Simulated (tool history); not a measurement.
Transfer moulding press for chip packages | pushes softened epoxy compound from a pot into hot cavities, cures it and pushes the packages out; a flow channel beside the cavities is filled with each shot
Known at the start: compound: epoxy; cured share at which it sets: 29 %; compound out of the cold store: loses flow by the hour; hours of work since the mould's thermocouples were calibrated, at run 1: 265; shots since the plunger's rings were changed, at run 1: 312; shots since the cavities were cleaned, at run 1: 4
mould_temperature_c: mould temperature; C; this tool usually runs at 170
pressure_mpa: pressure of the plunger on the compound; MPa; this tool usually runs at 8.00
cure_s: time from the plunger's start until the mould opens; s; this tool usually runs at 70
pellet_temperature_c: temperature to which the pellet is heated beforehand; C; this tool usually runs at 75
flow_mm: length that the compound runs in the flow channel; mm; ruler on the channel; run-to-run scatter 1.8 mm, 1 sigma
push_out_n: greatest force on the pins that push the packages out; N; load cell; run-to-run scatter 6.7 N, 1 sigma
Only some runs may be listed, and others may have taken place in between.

run   hour  mould_temperature_c  pressure_mpa  cure_s  pellet_temperature_c  hours of work since the mould's thermocouples were calibrated  shots since the plunger's rings were changed  shots since the cavities were cleaned  incoming compound's hours out of the cold store  flow_mm  push_out_n
  1    0.0                  170          8.00      70                    75                                                            265                                           312                                      4                                             33.7      515         274
  2   10.9                  170          8.00      70                    75                                                            273                                           502                                    194                                             30.4      522         273
  3   21.3                  170          8.00      70                    75                                                            281                                           683                                    375                                             42.7      499         258
      38.1  -- cavities cleaned with cleaning compound and waxed
  4   44.8                  170          8.00      70                    75                                                            299                                          1068                                    117                                             29.5      526         281
  5   66.4                  170          8.00      70                    75                                                            316                                          1445                                    494                                             46.4      493         273
      75.1  -- cavities cleaned with cleaning compound and waxed
  6   85.8                  170          8.00      70                    75                                                            330                                          1758                                    187                                             43.2      498         276
  7  106.0                  170          8.00      70                    75                                                            346                                          2110                                    539                                             45.1      493         272
     113.0  -- cavities cleaned with cleaning compound and waxed
  8  122.9                  170          8.00      70                    75                                                            358                                          2379                                    173                                             12.8      555         284
  9  145.1                  170          8.00      70                    75                                                            376                                          2765                                    559                                              8.1      567         284
     150.8  -- cavities cleaned with cleaning compound and waxed
 10  158.9                  170          8.00      70                    73                                                            385                                          2981                                    142                                             26.8      526         283
 11  181.8                  170          8.00      70                    84                                                            404                                          3381                                    542                                             38.9      502         260
     188.4  -- cavities cleaned with cleaning compound and waxed
 12  196.5                  170          8.00      70                    84                                                            414                                          3610                                    141                                             21.0      536         270
 13  214.1                  170          8.00      70                    84                                                            428                                          3919                                    450                                             25.1      531         278
     225.3  -- cavities cleaned with cleaning compound and waxed
 14  229.0                  170          8.00      70                    84                                                            438                                          4151                                     63                                             45.4      493         259
     242.2  -- plunger's sealing rings changed
 15  252.8                  170          8.00      70                    84                                                            455                                           185                                    436                                             38.2      505         259
     265.4  -- cavities cleaned with cleaning compound and waxed
 16  273.5                  170          9.70      80                    75                                                            470                                           521                                    142                                             27.0      581         214
     277.2  -- mould's thermocouples calibrated
 17  293.8                  170          8.00      77                    84                                                             13                                           839                                    460                                             10.0      561         227
     305.4  -- cavities cleaned with cleaning compound and waxed
 18  306.4                  171          8.90      70                    75                                                             22                                          1033                                     17                                             26.9      555         265
 19  316.8                  171          8.90      70                    75                                                             30                                          1215                                    199                                             31.8      542         259
 20  339.2                  171          8.90      70                    75                                                             48                                          1606                                    590                                             18.0      572         264
     343.9  -- cavities cleaned with cleaning compound and waxed
 21  364.1                  171          8.90      70                    75                                                             66                                          2015                                    353                                             16.9      577         260
     380.7  -- cavities cleaned with cleaning compound and waxed
 22  380.7                  171          8.90      70                    75                                                             78                                          2277                                      0                                             25.0      561         262
 23  402.2                  171          8.90      70                    75                                                             95                                          2652                                    375                                             41.2      528         245
     418.1  -- cavities cleaned with cleaning compound and waxed
 24  420.0                  170          7.60      84                    79                                                            108                                          2937                                     34                                             27.3      512         213
 25  438.8                  170          7.60      84                    79                                                            123                                          3266                                    363                                             13.6      541         210
     455.7  -- cavities cleaned with cleaning compound and waxed
 26  455.7                  170          6.18      70                    74                                                            135                                          3534                                      0                                             36.0      450         281
 27  479.5                  170          6.18      70                    74                                                            154                                          3949                                    415                                             13.1      485         290
     493.2  -- cavities cleaned with cleaning compound and waxed
 28  495.3                  170          6.18      70                    74                                                            165                                          4200                                     37                                             29.9      461         283
     505.8  -- plunger's sealing rings changed
 29  514.5                  170          6.18      70                    74                                                            178                                           152                                    328                                             47.9      429         262

Predict each of these 3 candidate next runs independently; none follows another, all start after run 29:
  A  528.3                  176          8.00      70                    74                                                            189                                           392                                    568                                              9.2        ?           ?
  B  528.3                  170          8.82      70                    72                                                            189                                           392                                    568                                             14.4        ?           ?
  C  528.3                  171          7.31      70                    83                                                            189                                           392                                    568                                             25.0        ?           ?

run  flow_mm  push_out_n
  A      554         216
  B      580         276
  C      508         254
Without the tool's hidden state the same runs would have given:
run  flow_mm  push_out_n
  A      554         214
  B      580         273
  C      508         252

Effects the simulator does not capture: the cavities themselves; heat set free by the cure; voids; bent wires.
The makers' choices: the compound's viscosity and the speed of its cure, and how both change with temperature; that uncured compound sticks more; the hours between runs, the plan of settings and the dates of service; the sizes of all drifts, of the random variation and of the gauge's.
